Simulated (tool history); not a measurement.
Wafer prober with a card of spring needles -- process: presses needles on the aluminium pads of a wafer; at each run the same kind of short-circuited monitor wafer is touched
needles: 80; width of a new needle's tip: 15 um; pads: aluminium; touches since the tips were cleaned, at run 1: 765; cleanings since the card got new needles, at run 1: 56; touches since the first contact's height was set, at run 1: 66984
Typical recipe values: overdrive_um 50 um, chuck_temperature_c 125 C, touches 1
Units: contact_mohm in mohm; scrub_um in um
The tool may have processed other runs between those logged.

run    hour  overdrive_um  chuck_temperature_c  touches  touches since the tips were cleaned  cleanings since the card got new needles  touches since the first contact's height was set  contact_mohm  scrub_um
  1       0            50                  125        1                                  765                                        56                                             66984           294      10.6
        8.8  -- tips cleaned on abrasive film
       23.5  -- tips cleaned on abrasive film
       38.1  -- tips cleaned on abrasive film
       52.7  -- tips cleaned on abrasive film
  2    60.1            65                  125        1                                 1710                                        60                                             80716           289      13.7
         66  -- tips cleaned on abrasive film
       80.1  -- tips cleaned on abrasive film
  3    91.1            65                  125        1                                 2529                                        62                                             87802           292     13.74
       94.2  -- tips cleaned on abrasive film
      108.8  -- tips cleaned on abrasive film
      123.4  -- tips cleaned on abrasive film
      138.1  -- tips cleaned on abrasive film
  4   142.7            65                  125        1                                 1056                                        66                                             99559           292      13.7
      151.5  -- tips cleaned on abrasive film
      166.1  -- tips cleaned on abrasive film
      180.2  -- tips cleaned on abrasive film
      189.2  -- height of the first contact set anew
        195  -- tips cleaned on abrasive film
  5   199.3            50                   44        1                                  986                                        70                                              2295           275     10.75
        208  -- tips cleaned on abrasive film
      222.4  -- tips cleaned on abrasive film
      236.6  -- tips cleaned on abrasive film
  6     237            50                   44        1                                   90                                        73                                             10887           267     10.74
      248.7  -- tips cleaned on abrasive film
      260.5  -- tips cleaned on abrasive film
      274.8  -- tips cleaned on abrasive film
  7     282            50                   44        1                                 1655                                        76                                             21181           284     10.71
      287.7  -- tips cleaned on abrasive film
      301.9  -- tips cleaned on abrasive film
      316.6  -- tips cleaned on abrasive film
  8   319.2            50                  125        1                                  595                                        79                                             29650           294     10.68
      330.9  -- tips cleaned on abrasive film
      345.4  -- tips cleaned on abrasive film
      357.2  -- tips cleaned on abrasive film
      368.9  -- tips cleaned on abrasive film
  9   370.6            50                  125        1                                  382                                        83                                             41374           291     10.59
        382  -- tips cleaned on abrasive film
      393.7  -- tips cleaned on abrasive film
        408  -- tips cleaned on abrasive film
 10   409.7            50                  125        1                                  399                                        86                                             50300           289      10.6
      421.4  -- tips cleaned on abrasive film
      433.2  -- tips cleaned on abrasive film
 11   436.2            50                  125        1                                  705                                        88                                             56357           294     10.58
      445.1  -- tips cleaned on abrasive film
      459.4  -- tips cleaned on abrasive film
      473.6  -- tips cleaned on abrasive film
 12   478.9            50                  125        1                                 1213                                        91                                             66097           295     10.49
      487.7  -- tips cleaned on abrasive film
      499.5  -- tips cleaned on abrasive film
      514.1  -- tips cleaned on abrasive film
      525.8  -- tips cleaned on abrasive film
 13   534.6            38                  125        1                                 2019                                        95                                             78818           321      7.91
      540.3  -- tips cleaned on abrasive film
        552  -- tips cleaned on abrasive film
      566.4  -- tips cleaned on abrasive film
      580.8  -- tips cleaned on abrasive film
      595.3  -- tips cleaned on abrasive film
 14   596.2            38                  125        1                                  198                                       100                                             92856           295      7.88
      607.9  -- tips cleaned on abrasive film
      622.4  -- tips cleaned on abrasive film
 15   628.7            56                  125        1                                 1442                                       102                                            100277           295     11.73
      634.2  -- tips cleaned on abrasive film
      648.8  -- tips cleaned on abrasive film
      663.4  -- tips cleaned on abrasive film
      671.5  -- height of the first contact set anew
      677.4  -- tips cleaned on abrasive film
 16   682.5            44                   49        1                                 1179                                       106                                              2516           280      9.45
      690.9  -- tips cleaned on abrasive film
      702.7  -- tips cleaned on abrasive film
      714.4  -- tips cleaned on abrasive film
      729.1  -- tips cleaned on abrasive film
 17   736.8            44                   36        1                                 1789                                       110                                             14913           285       9.4
      742.8  -- tips cleaned on abrasive film
      757.4  -- tips cleaned on abrasive film
        772  -- tips cleaned on abrasive film
      786.5  -- tips cleaned on abrasive film
 18   796.8            44                   36        1                                 2377                                       114                                             28605           290      9.42
      799.4  -- tips cleaned on abrasive film
        814  -- tips cleaned on abrasive film
      828.5  -- tips cleaned on abrasive film
      843.2  -- tips cleaned on abrasive film
 19   854.4            44                   36        1                                 2597                                       118                                             41769           291      9.34
      857.4  -- tips cleaned on abrasive film
      869.2  -- tips cleaned on abrasive film
      880.9  -- tips cleaned on abrasive film
 20   883.6            31                  125        2                                  622                                       121                                             48409           306       6.5
      895.3  -- tips cleaned on abrasive film
      907.1  -- tips cleaned on abrasive film
      921.7  -- tips cleaned on abrasive film
 21   927.2            31                  125        2                                 1252                                       124                                             58352           311      6.43
        936  -- tips cleaned on abrasive film
      950.2  -- tips cleaned on abrasive film
 22   959.6            47                   57        1                                 2163                                       126                                             65766           287      9.95
      962.6  -- tips cleaned on abrasive film
      974.4  -- tips cleaned on abrasive film
        989  -- tips cleaned on abrasive film
     1000.8  -- tips cleaned on abrasive film
 23  1003.2            47                   57        1                                  555                                       130                                             75687           277      9.86
     1014.7  -- tips cleaned on abrasive film
     1029.3  -- tips cleaned on abrasive film
     1043.7  -- tips cleaned on abrasive film
     1055.4  -- tips cleaned on abrasive film
 24  1060.4            47                   57        1                                 1154                                       134                                             88760           288      9.79
       1069  -- tips cleaned on abrasive film
     1080.8  -- tips cleaned on abrasive film
     1094.8  -- tips cleaned on abrasive film
     1106.5  -- tips cleaned on abrasive film
 25  1115.4            47                  123        1                                 2046                                       138                                            101311           309      9.82
     1118.4  -- tips cleaned on abrasive film
     1132.7  -- tips cleaned on abrasive film
     1147.1  -- tips cleaned on abrasive film
     1153.2  -- height of the first contact set anew
     1161.7  -- tips cleaned on abrasive film
     1173.4  -- tips cleaned on abrasive film
 26  1173.8            47                  123        2                                   82                                       143                                              4694           285     10.16

Below, some changes in contact_mohm between adjacent runs. For each, the amount present without the hidden state too (settings, incoming material, random variation) and the amount remaining for the hidden state with gauge scatter not shared by both compared results:
The tool's hidden condition here consists of: debris on the tips, nm; way that the needles fall short of the set height, um; tips' diameter, um; drift of the gauge itself on contact_mohm, %; drift of the gauge itself on scrub_um, %.
Run 12 -> 13: overdrive_um 50 -> 38, tips cleaned on abrasive film, tips cleaned on abrasive film, tips cleaned on abrasive film, tips cleaned on abrasive film. contact_mohm +26 mohm: hidden state +23, all else +3.
Run 13 -> 14: tips cleaned on abrasive film, tips cleaned on abrasive film, tips cleaned on abrasive film, tips cleaned on abrasive film, tips cleaned on abrasive film. contact_mohm -26 mohm: hidden state -25, all else -1.
Run 25 -> 26: touches 1 -> 2, tips cleaned on abrasive film, tips cleaned on abrasive film, tips cleaned on abrasive film, height of the first contact set anew, tips cleaned on abrasive film, tips cleaned on abrasive film. contact_mohm -24 mohm: hidden state -24, all else +0.
